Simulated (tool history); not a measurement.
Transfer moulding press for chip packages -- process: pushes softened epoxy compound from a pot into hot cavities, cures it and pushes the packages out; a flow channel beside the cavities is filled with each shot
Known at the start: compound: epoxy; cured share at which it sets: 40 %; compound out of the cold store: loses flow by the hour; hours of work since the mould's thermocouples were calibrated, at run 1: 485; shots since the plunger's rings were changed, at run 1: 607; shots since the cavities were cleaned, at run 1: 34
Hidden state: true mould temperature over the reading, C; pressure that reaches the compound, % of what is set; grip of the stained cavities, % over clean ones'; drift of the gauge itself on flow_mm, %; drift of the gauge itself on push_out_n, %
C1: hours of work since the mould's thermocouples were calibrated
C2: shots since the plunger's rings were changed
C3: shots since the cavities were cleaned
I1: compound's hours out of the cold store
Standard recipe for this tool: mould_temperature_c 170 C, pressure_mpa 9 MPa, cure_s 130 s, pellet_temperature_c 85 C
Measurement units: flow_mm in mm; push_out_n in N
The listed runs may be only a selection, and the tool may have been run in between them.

Run 1, hour 0: usual settings; C1 485; C2 607; C3 34; I1 21.1. Result: flow_mm 993 mm, push_out_n 416 N.
Run 2, hour 79.7: usual settings; C1 518; C2 1117; C3 544; I1 8.3. Result: flow_mm 1033 mm, push_out_n 425 N.
Run 3, hour 140.3: usual settings; C1 544; C2 1505; C3 932; I1 21.7. Result: flow_mm 987 mm, push_out_n 403 N.
At hour 179.3: cavities cleaned with cleaning compound and waxed.
Run 4, hour 214.9: usual settings; C1 574; C2 1974; C3 229; I1 33. Result: flow_mm 951 mm, push_out_n 407 N.
Run 5, hour 262.6: usual settings; C1 594; C2 2279; C3 534; I1 22.2. Result: flow_mm 983 mm, push_out_n 398 N.
Run 6, hour 301.2: usual settings; C1 610; C2 2526; C3 781; I1 8.8. Result: flow_mm 1031 mm, push_out_n 399 N.
Run 7, hour 338.6: usual settings; C1 625; C2 2766; C3 1021; I1 21.3. Result: flow_mm 988 mm, push_out_n 408 N.
At hour 364.1: cavities cleaned with cleaning compound and waxed.
At hour 370.2: plunger's sealing rings changed.
Run 8, hour 389.8: usual settings; C1 645; C2 125; C3 148; I1 33.1. Result: flow_mm 963 mm, push_out_n 389 N.
Run 9, hour 461.3: usual settings; C1 675; C2 583; C3 606; I1 10.1. Result: flow_mm 1015 mm, push_out_n 421 N.
At hour 487: mould's thermocouples calibrated.
Run 10, hour 525.2: usual settings; C1 16; C2 980; C3 1003; I1 33.6. Result: flow_mm 947 mm, push_out_n 395 N.
At hour 553.9: cavities cleaned with cleaning compound and waxed.
Run 11, hour 561.7: usual settings but cure_s 170 s; C1 30; C2 1204; C3 50; I1 8.3. Result: flow_mm 1024 mm, push_out_n 351 N.
Run 12, hour 598.2: usual settings but pressure_mpa 7.85 MPa; C1 46; C2 1438; C3 284; I1 14.7. Result: flow_mm 938 mm, push_out_n 420 N.
Run 13, hour 637.6: usual settings but pressure_mpa 7.85 MPa; C1 62; C2 1690; C3 536; I1 26.2. Result: flow_mm 916 mm, push_out_n 396 N.
Run 14, hour 711.7: usual settings but pressure_mpa 7.85 MPa; C1 93; C2 2165; C3 1011; I1 42.6. Result: flow_mm 870 mm, push_out_n 412 N.
At hour 735.1: cavities cleaned with cleaning compound and waxed.
Run 15, hour 762: usual settings but mould_temperature_c 173 C, cure_s 162 s, pellet_temperature_c 90 C; C1 113; C2 2477; C3 172; I1 34.9. Result: flow_mm 932 mm, push_out_n 332 N.
Run 16, hour 798.7: usual settings but mould_temperature_c 173 C, cure_s 162 s, pellet_temperature_c 90 C; C1 128; C2 2712; C3 407; I1 18.9. Result: flow_mm 981 mm, push_out_n 348 N.
At hour 838.3: plunger's sealing rings changed.
Run 17, hour 854.1: usual settings but pressure_mpa 8.93 MPa, cure_s 144 s, pellet_temperature_c 90 C; C1 150; C2 101; C3 746; I1 22.6. Result: flow_mm 981 mm, push_out_n 369 N.
Run 18, hour 915: usual settings but pressure_mpa 8.93 MPa, cure_s 144 s, pellet_temperature_c 90 C; C1 176; C2 491; C3 1136; I1 12.4. Result: flow_mm 1009 mm, push_out_n 370 N.
At hour 922.8: cavities cleaned with cleaning compound and waxed.
Run 19, hour 960.4: usual settings but mould_temperature_c 175 C, pressure_mpa 8.33 MPa, cure_s 144 s, pellet_temperature_c 80 C; C1 194; C2 773; C3 241; I1 36.2. Result: flow_mm 879 mm, push_out_n 350 N.
Run 20, hour 1029.1: usual settings but mould_temperature_c 168 C, pressure_mpa 9.33 MPa, cure_s 138 s, pellet_temperature_c 90 C; C1 222; C2 1213; C3 681; I1 46. Result: flow_mm 958 mm, push_out_n 397 N.
Run 21, hour 1066.9: usual settings but mould_temperature_c 168 C, pressure_mpa 9.33 MPa, cure_s 138 s, pellet_temperature_c 90 C; C1 238; C2 1455; C3 923; I1 17.5. Result: flow_mm 1031 mm, push_out_n 425 N.
At hour 1105.9: cavities cleaned with cleaning compound and waxed.
Run 22, hour 1108.4: usual settings but mould_temperature_c 168 C, pressure_mpa 9.33 MPa, cure_s 138 s, pellet_temperature_c 90 C; C1 255; C2 1711; C3 16; I1 30.6. Result: flow_mm 993 mm, push_out_n 407 N.
Run 23, hour 1143.6: usual settings but mould_temperature_c 174 C; C1 269; C2 1936; C3 241; I1 31.8. Result: flow_mm 929 mm, push_out_n 362 N.
Run 24, hour 1197.9: usual settings but mould_temperature_c 163 C, pressure_mpa 7.04 MPa; C1 292; C2 2284; C3 589; I1 13.7. Result: flow_mm 957 mm, push_out_n 659 N.
Run 25, hour 1272.1: usual settings but mould_temperature_c 163 C, pressure_mpa 7.04 MPa; C1 323; C2 2760; C3 1065; I1 45.7. Result: flow_mm 865 mm, push_out_n 625 N.
At hour 1290.4: cavities cleaned with cleaning compound and waxed.
At hour 1306.5: plunger's sealing rings changed.
Run 26, hour 1358.2: usual settings but mould_temperature_c 173 C, pressure_mpa 9.58 MPa, cure_s 111 s, pellet_temperature_c 80 C; C1 357; C2 332; C3 419; I1 46.2. Result: flow_mm 933 mm, push_out_n 421 N.
Run 27, hour 1412.3: usual settings but mould_temperature_c 171 C; C1 379; C2 678; C3 765; I1 42.4. Result: flow_mm 931 mm, push_out_n 389 N.

4 options for the next run, each taken on its own from the tool as it stands now. Forecast them:
Run A, hour 1447: usual settings but mould_temperature_c 172 C, pressure_mpa 7.06 MPa, cure_s 113 s; C1 394; C2 901; C3 988; I1 9.9. Result: flow_mm ?, push_out_n ?.
Run B, hour 1447: usual settings but mould_temperature_c 171 C, pressure_mpa 9.28 MPa, cure_s 113 s; C1 394; C2 901; C3 988; I1 17.8. Result: flow_mm ?, push_out_n ?.
Run C, hour 1447: usual settings but pressure_mpa 8.75 MPa, cure_s 123 s, pellet_temperature_c 87 C; C1 394; C2 901; C3 988; I1 39.9. Result: flow_mm ?, push_out_n ?.
Run D, hour 1447: usual settings but mould_temperature_c 173 C, pressure_mpa 8.19 MPa, pellet_temperature_c 95 C; C1 394; C2 901; C3 988; I1 30.5. Result: flow_mm ?, push_out_n ?.

run  flow_mm  push_out_n
  A      898         434
  B     1013         457
  C      919         422
  D      896         348
Stripped of hidden state, with their random variation kept, the same runs would have yielded:
run  flow_mm  push_out_n
  A      898         431
  B     1013         453
  C      920         419
  D      896         346

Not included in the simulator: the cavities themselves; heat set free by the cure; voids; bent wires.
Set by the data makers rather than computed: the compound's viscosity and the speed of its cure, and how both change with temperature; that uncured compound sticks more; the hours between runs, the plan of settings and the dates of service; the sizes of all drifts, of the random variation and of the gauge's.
